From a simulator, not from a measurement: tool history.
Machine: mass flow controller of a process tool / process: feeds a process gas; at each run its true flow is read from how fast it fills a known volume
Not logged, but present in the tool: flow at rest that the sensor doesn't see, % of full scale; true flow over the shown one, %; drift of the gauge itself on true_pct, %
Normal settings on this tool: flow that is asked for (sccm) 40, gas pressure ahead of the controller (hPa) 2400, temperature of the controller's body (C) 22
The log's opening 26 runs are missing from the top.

run     hour  flow that is asked for (sccm)  gas pressure ahead of the controller (hPa)  temperature of the controller's body (C)  hours of work since the controller was set to zero  hours of work since the controller was changed  true flow (%)
 27   6522.5                             12                                        2400                                        34                                                3209                                            3209         100.14
 28   6810.2                             12                                        2400                                        34                                                3357                                            3357         100.47
 29   7127.4                             69                                        1550                                        22                                                3519                                            3519           99.3
 30   7286.5                             14                                        2020                                        35                                                3601                                            3601          99.92
 31   7633.1                             20                                        1480                                        38                                                3779                                            3779          98.66
 32   7994.5                             75                                        2400                                        22                                                3965                                            3965          99.14
 33   8236.4                             58                                        2400                                        33                                                4089                                            4089          98.08
 34   8398.8                             83                                        2770                                        38                                                4172                                            4172          98.02
 35   8574.8                             83                                        2770                                        28                                                4263                                            4263          98.84
 36   8734.6                             32                                        2400                                        22                                                4345                                            4345          99.22
 37     8936                             52                                        1600                                        38                                                4448                                            4448           97.7
 38   9229.7                             40                                        2530                                        22                                                4599                                            4599          99.02
 39     9589                             42                                        2090                                        34                                                4784                                            4784          98.02
 40   9964.4                             42                                        2090                                        34                                                4976                                            4976          97.95
 41  10295.3                             42                                        2090                                        34                                                5146                                            5146          98.01
 42  10565.9                             23                                        1610                                        22                                                5285                                            5285         100.42
 43  10737.4                             23                                        1610                                        22                                                5373                                            5373          100.4
 44  11077.9                             84                                        2350                                        21                                                5548                                            5548          99.35
     11269.7  -- controller's zero set anew
 45    11410                             84                                        2350                                        21                                                  72                                            5719          98.24
 46  11657.1                             84                                        2350                                        21                                                 199                                            5846          98.15
 47  12015.2                             84                                        2350                                        21                                                 383                                            6029          98.07

Predict each of these 4 candidate next runs independently; none follows another, all start after run 47:
  A  12336.2                             84                                        1500                                        21                                                 548                                            6194              ?
  B  12336.2                             40                                        1580                                        22                                                 548                                            6194              ?
  C  12336.2                             40                                        1430                                        33                                                 548                                            6194              ?
  D  12336.2                             11                                        1650                                        35                                                 548                                            6194              ?

run  true flow (%)
  A          98.43
  B          96.89
  C          95.94
  D          95.51
Without the tool's hidden state the same runs would have given:
run  true flow (%)
  A         100.03
  B          98.35
  C           97.4
  D          96.27
